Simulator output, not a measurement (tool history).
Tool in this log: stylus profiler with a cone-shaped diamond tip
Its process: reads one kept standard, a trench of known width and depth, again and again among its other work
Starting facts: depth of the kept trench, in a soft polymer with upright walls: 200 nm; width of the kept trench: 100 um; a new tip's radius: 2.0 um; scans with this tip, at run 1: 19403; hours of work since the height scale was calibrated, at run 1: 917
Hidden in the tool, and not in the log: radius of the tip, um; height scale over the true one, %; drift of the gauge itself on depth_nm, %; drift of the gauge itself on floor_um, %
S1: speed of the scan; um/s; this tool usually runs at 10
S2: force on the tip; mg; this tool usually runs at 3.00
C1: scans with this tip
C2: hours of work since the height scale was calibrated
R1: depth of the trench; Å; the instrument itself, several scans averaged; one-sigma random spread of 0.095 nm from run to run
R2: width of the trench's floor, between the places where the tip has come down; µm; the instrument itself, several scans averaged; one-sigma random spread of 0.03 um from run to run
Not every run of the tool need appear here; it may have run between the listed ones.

run      day  S1    S2     C1    C2      R1     R2
  1    0.000  10  3.00  19403   917  2045.0  96.87
  2    3.283  10  3.58  19784   979  2049.1  96.82
  3    6.521  10  3.00  20159  1041  2044.9  96.86
  4    8.738  10  3.00  20417  1083  2043.5  96.82
  5   12.371  10  3.00  20838  1152  2043.0  96.80
  6   16.092  10  3.00  21270  1223  2044.9  96.80
  7   20.771  10  3.00  21813  1312  2044.0  96.75
  8   23.146  10  3.00  22089  1357  2045.5  96.81
  9   26.725  10  3.00  22504  1425  2045.2  96.69
 10   31.571  10  1.11  23067  1517  2029.1  96.61
 11   34.921  10  3.00  23455  1581  2046.3  96.67
      38.325  -- new tip fitted, height scale calibrated
 12   39.642  10  3.00    153    25  2036.3  98.22
 13   43.296  10  3.00    577    94  2037.8  98.16
 14   47.175  10  3.00   1027   168  2038.4  98.10
 15   50.988  10  3.00   1469   241  2038.3  98.05
 16   53.483  10  3.00   1759   288  2036.9  98.08
 17   58.346  31  3.00   2323   381  2038.7  97.99
 18   60.725  10  3.00   2599   426  2039.7  97.97
 19   63.133  10  3.00   2879   472  2039.8  97.98
 20   67.662   4  1.68   3405   558  2027.7  97.98
 21   70.312  11  4.26   3712   608  2049.2  97.91
 22   75.117   7  3.00   4270   700  2041.0  97.87
 23   79.171   3  2.96   4740   777  2042.7  97.84
 24   82.762  30  1.76   5157   845  2031.0  97.71
 25   84.808  30  1.76   5394   884  2029.5  97.72
 26   88.408  18  3.76   5813   952  2048.5  97.72
 27   91.200   6  1.84   6136  1006  2030.0  97.68
 28   94.092   3  1.01   6472  1060  2023.5  97.71
 29   97.200   3  1.01   6833  1120  2024.7  97.72
 30  100.000   3  2.65   7158  1173  2038.6  97.66
 31  104.050   3  2.65   7628  1250  2042.1  97.65
 32  107.583  13  1.28   8038  1317  2027.6  97.55
 33  109.717   3  1.03   8285  1358  2024.3  97.53
 34  113.304  10  6.55   8702  1426  2072.9  97.57
 35  116.042   9  6.55   9019  1478  2070.7  97.58
 36  119.338   9  6.55   9402  1541  2070.5  97.47

Branching from run 36: 5 alternative next runs. What would each branch give?
  A  122.792   3  8.84  9803  1606   ?   ?
  B  122.792   3  2.09  9803  1606   ?   ?
  C  122.792   3  6.55  9803  1606   ?   ?
  D  122.792   3  2.42  9803  1606   ?   ?
  E  122.792   3  3.11  9803  1606   ?   ?

run      R1     R2
  A  2085.6  97.47
  B  2037.6  97.49
  C  2070.9  97.50
  D  2040.9  97.48
  E  2047.6  97.55
Without the tool's unlogged condition, the same runs would have read:
run      R1     R2
  A  2077.8  98.21
  B  2030.0  98.24
  C  2063.2  98.25
  D  2033.3  98.22
  E  2040.0  98.29
